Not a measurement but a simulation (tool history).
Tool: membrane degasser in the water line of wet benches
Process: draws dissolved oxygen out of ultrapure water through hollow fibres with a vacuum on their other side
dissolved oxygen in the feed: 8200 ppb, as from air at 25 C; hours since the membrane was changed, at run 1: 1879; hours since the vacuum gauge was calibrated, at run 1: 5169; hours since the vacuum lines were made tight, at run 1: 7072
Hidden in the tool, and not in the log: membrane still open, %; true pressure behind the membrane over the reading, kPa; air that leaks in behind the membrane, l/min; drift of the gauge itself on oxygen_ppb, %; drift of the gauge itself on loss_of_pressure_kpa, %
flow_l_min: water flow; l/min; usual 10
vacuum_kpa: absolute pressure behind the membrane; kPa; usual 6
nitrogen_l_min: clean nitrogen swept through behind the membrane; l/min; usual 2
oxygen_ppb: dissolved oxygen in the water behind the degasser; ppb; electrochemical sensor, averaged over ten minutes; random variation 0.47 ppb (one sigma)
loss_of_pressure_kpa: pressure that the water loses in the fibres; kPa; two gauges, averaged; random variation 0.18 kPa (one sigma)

run      day  flow_l_min  vacuum_kpa  nitrogen_l_min  hours since the membrane was changed  hours since the vacuum gauge was calibrated  hours since the vacuum lines were made tight  oxygen_ppb  loss_of_pressure_kpa
  1        0          10           6               2                                  1879                                         5169                                          7072          40                 35.08
  2    5.596          10           6               2                                  2013                                         5303                                          7206        39.8                 34.88
  3    9.971          10           6               2                                  2118                                         5408                                          7311        40.7                 34.98
  4   16.542          10           6               2                                  2276                                         5566                                          7469        39.4                 34.78
  5   20.567          10           6               2                                  2373                                         5662                                          7565        39.9                 34.64
  6   24.825          10           6               2                                  2475                                         5765                                          7667        40.6                 34.95
  7   28.533          15           6               2                                  2564                                         5854                                          7756        67.6                 52.66
  8   33.471          15           6               2                                  2682                                         5972                                          7875        68.8                  52.4
  9   37.138          15           6               2                                  2770                                         6060                                          7963        67.4                 52.53
 10   42.583          15           6               2                                  2901                                         6191                                          8094        69.2                 53.04
 11     46.8           7           6               2                                  3002                                         6292                                          8195          28                 24.47
 12   51.746          10           6            3.31                                  3121                                         6411                                          8314        25.7                 35.08
 13   54.908           6           6               2                                  3197                                         6487                                          8389        24.8                  21.2
 14    57.85           9           6               2                                  3267                                         6557                                          8460        36.4                 31.82
 15   62.275          10           6            0.99                                  3374                                         6663                                          8566        77.7                 35.45
 16   67.154          10           6            1.23                                  3491                                         6781                                          8683          63                 35.06
 17   73.354          13           6            2.32                                  3640                                         6929                                          8832        50.9                 45.64
       74.25  -- vacuum gauge calibrated
 18   77.225          10        4.28            0.82                                  3732                                           71                                          8925        32.7                 35.21
 19   81.629          10        4.28            0.82                                  3838                                          177                                          9030        32.4                 35.25
 20   86.225           7        6.09            5.43                                  3948                                          287                                          9141        10.3                 24.63
 21   89.888          10           6            1.29                                  4036                                          375                                          9228        56.3                 35.51
 22   96.362          16           6               2                                  4191                                          531                                          9384          73                 56.46
 23   99.129          16           6               2                                  4258                                          597                                          9450        74.5                  56.6
 24  103.329           7        3.98            2.04                                  4358                                          698                                          9551         7.5                 24.97
 25  109.154          12        3.86            4.05                                  4498                                          838                                          9691        10.5                 42.47
 26  112.512          10       13.23            1.53                                  4579                                          918                                          9771       166.9                 35.39
 27  118.767           7         7.4               2                                  4729                                         1068                                          9922        40.5                    25
 28  122.204           8         7.9            5.36                                  4811                                         1151                                         10004        20.7                 28.51
 29  128.088           8        6.65            0.94                                  4953                                         1292                                         10145        74.9                 28.28
 30  132.958          12        6.65            2.08                                  5070                                         1409                                         10262        56.6                 42.78
 31  138.871          12        6.65            2.08                                  5212                                         1551                                         10404        56.7                 42.89
 32  144.596          12        6.65            2.08                                  5349                                         1688                                         10541        57.6                  42.9

Hidden state at the last listed run before each entry between runs and at the first one after, where it differs:
Between runs 17 and 18: vacuum gauge calibrated (day 74.25)
  true pressure behind the membrane over the reading, kPa: 0.18 -> -0.08; air that leaks in behind the membrane, l/min: 0.0267 -> 0.0269
  measured less the result without the state, oxygen_ppb: +6.1 -> -0.4 ppb; loss_of_pressure_kpa: +1.36 -> +1.07 kPa
